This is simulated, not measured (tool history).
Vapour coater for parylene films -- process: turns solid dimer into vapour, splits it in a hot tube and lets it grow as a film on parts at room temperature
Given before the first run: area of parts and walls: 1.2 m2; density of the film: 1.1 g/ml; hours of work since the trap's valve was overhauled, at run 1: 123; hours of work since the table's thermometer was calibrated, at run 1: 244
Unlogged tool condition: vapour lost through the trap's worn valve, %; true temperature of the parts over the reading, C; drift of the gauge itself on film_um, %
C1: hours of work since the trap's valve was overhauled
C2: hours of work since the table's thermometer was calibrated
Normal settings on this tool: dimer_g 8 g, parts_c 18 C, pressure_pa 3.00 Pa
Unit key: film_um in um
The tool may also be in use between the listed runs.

{"run": 1, "hour": 0.0, "dimer_g": 8, "parts_c": 18, "pressure_pa": 3.0, "C1": 123, "C2": 244, "film_um": 3.8}
{"run": 2, "hour": 35.7, "dimer_g": 8, "parts_c": 18, "pressure_pa": 3.0, "C1": 148, "C2": 268, "film_um": 3.75}
{"run": 3, "hour": 70.7, "dimer_g": 6, "parts_c": 18, "pressure_pa": 3.0, "C1": 172, "C2": 292, "film_um": 2.8}
{"run": 4, "hour": 101.3, "dimer_g": 6, "parts_c": 18, "pressure_pa": 3.0, "C1": 193, "C2": 313, "film_um": 2.86}
{"run": 5, "hour": 121.7, "dimer_g": 6, "parts_c": 18, "pressure_pa": 3.0, "C1": 207, "C2": 327, "film_um": 2.78}
{"run": 6, "hour": 143.1, "dimer_g": 8, "parts_c": 18, "pressure_pa": 3.0, "C1": 221, "C2": 342, "film_um": 3.76}
{"run": 7, "hour": 163.8, "dimer_g": 8, "parts_c": 18, "pressure_pa": 3.0, "C1": 236, "C2": 356, "film_um": 3.72}
{"run": 8, "hour": 189.2, "dimer_g": 8, "parts_c": 18, "pressure_pa": 3.0, "C1": 253, "C2": 374, "film_um": 3.66}
{"run": 9, "hour": 220.1, "dimer_g": 8, "parts_c": 18, "pressure_pa": 3.0, "C1": 274, "C2": 395, "film_um": 3.68}
{"run": 10, "hour": 248.3, "dimer_g": 8, "parts_c": 18, "pressure_pa": 3.0, "C1": 294, "C2": 414, "film_um": 3.65}
{"run": 11, "hour": 263.2, "dimer_g": 8, "parts_c": 18, "pressure_pa": 5.82, "C1": 304, "C2": 424, "film_um": 3.17}
{"run": 12, "hour": 283.9, "dimer_g": 8, "parts_c": 18, "pressure_pa": 5.82, "C1": 318, "C2": 439, "film_um": 3.18}
{"run": 13, "hour": 303.1, "dimer_g": 8, "parts_c": 16, "pressure_pa": 5.82, "C1": 331, "C2": 452, "film_um": 3.27}
{"run": 14, "hour": 318.0, "dimer_g": 8, "parts_c": 16, "pressure_pa": 5.82, "C1": 342, "C2": 462, "film_um": 3.28}
{"hour": 353.1, "done": "trap's valve overhauled"}
{"run": 15, "hour": 357.3, "dimer_g": 8, "parts_c": 16, "pressure_pa": 5.82, "C1": 3, "C2": 486, "film_um": 3.45}
{"run": 16, "hour": 381.5, "dimer_g": 9, "parts_c": 18, "pressure_pa": 3.0, "C1": 20, "C2": 503, "film_um": 4.26}
{"run": 17, "hour": 410.5, "dimer_g": 9, "parts_c": 18, "pressure_pa": 3.0, "C1": 39, "C2": 523, "film_um": 4.29}
{"run": 18, "hour": 427.1, "dimer_g": 8, "parts_c": 23, "pressure_pa": 3.0, "C1": 51, "C2": 534, "film_um": 3.41}
{"run": 19, "hour": 456.0, "dimer_g": 8, "parts_c": 18, "pressure_pa": 3.0, "C1": 71, "C2": 554, "film_um": 3.76}
{"run": 20, "hour": 492.1, "dimer_g": 8, "parts_c": 18, "pressure_pa": 3.0, "C1": 95, "C2": 579, "film_um": 3.77}
{"run": 21, "hour": 512.9, "dimer_g": 8, "parts_c": 18, "pressure_pa": 3.0, "C1": 110, "C2": 593, "film_um": 3.76}
{"run": 22, "hour": 543.2, "dimer_g": 4, "parts_c": 21, "pressure_pa": 4.58, "C1": 131, "C2": 614, "film_um": 1.61}
{"run": 23, "hour": 566.1, "dimer_g": 8, "parts_c": 15, "pressure_pa": 3.0, "C1": 146, "C2": 630, "film_um": 3.92}
{"run": 24, "hour": 584.6, "dimer_g": 6, "parts_c": 23, "pressure_pa": 2.3, "C1": 159, "C2": 642, "film_um": 2.7}
{"run": 25, "hour": 614.6, "dimer_g": 5, "parts_c": 11, "pressure_pa": 6.03, "C1": 180, "C2": 663, "film_um": 2.26}
{"run": 26, "hour": 629.5, "dimer_g": 5, "parts_c": 11, "pressure_pa": 6.03, "C1": 190, "C2": 673, "film_um": 2.3}
{"run": 27, "hour": 660.0, "dimer_g": 5, "parts_c": 16, "pressure_pa": 11.16, "C1": 211, "C2": 694, "film_um": 1.79}
{"run": 28, "hour": 696.0, "dimer_g": 5, "parts_c": 16, "pressure_pa": 11.16, "C1": 235, "C2": 719, "film_um": 1.81}
{"run": 29, "hour": 731.9, "dimer_g": 5, "parts_c": 16, "pressure_pa": 11.16, "C1": 260, "C2": 743, "film_um": 1.78}
{"run": 30, "hour": 755.6, "dimer_g": 3, "parts_c": 19, "pressure_pa": 3.0, "C1": 276, "C2": 760, "film_um": 1.33}
{"run": 31, "hour": 772.3, "dimer_g": 9, "parts_c": 20, "pressure_pa": 4.42, "C1": 288, "C2": 771, "film_um": 3.64}
{"run": 32, "hour": 789.9, "dimer_g": 9, "parts_c": 20, "pressure_pa": 4.42, "C1": 300, "C2": 783, "film_um": 3.63}
{"run": 33, "hour": 810.7, "dimer_g": 7, "parts_c": 20, "pressure_pa": 2.13, "C1": 314, "C2": 798, "film_um": 3.28}
{"run": 34, "hour": 837.2, "dimer_g": 8, "parts_c": 18, "pressure_pa": 2.68, "C1": 332, "C2": 816, "film_um": 3.7}
{"run": 35, "hour": 855.5, "dimer_g": 8, "parts_c": 23, "pressure_pa": 3.86, "C1": 345, "C2": 828, "film_um": 3.11}
{"hour": 884.4, "done": "trap's valve overhauled"}
{"run": 36, "hour": 896.0, "dimer_g": 12, "parts_c": 23, "pressure_pa": 3.86, "C1": 8, "C2": 853, "film_um": 4.86}
{"run": 37, "hour": 920.0, "dimer_g": 5, "parts_c": 18, "pressure_pa": 5.65, "C1": 24, "C2": 870, "film_um": 2.1}
{"run": 38, "hour": 937.3, "dimer_g": 6, "parts_c": 11, "pressure_pa": 6.28, "C1": 36, "C2": 882, "film_um": 2.8}
{"run": 39, "hour": 964.5, "dimer_g": 6, "parts_c": 11, "pressure_pa": 6.28, "C1": 55, "C2": 900, "film_um": 2.75}

Below are 3 alternative next runs, each starting from the tool's condition after run 39. Predict each:
{"run": "A", "hour": 998.9, "dimer_g": 8, "parts_c": 21, "pressure_pa": 3.44, "C1": 79, "C2": 924, "film_um": "?"}
{"run": "B", "hour": 998.9, "dimer_g": 8, "parts_c": 26, "pressure_pa": 3.0, "C1": 79, "C2": 924, "film_um": "?"}
{"run": "C", "hour": 998.9, "dimer_g": 6, "parts_c": 11, "pressure_pa": 6.28, "C1": 79, "C2": 924, "film_um": "?"}

run=A film_um=3.48
run=B film_um=3.23
run=C film_um=2.77
Without the tool's unlogged condition, the same runs would have read:
run=A film_um=3.56
run=B film_um=3.31
run=C film_um=2.83
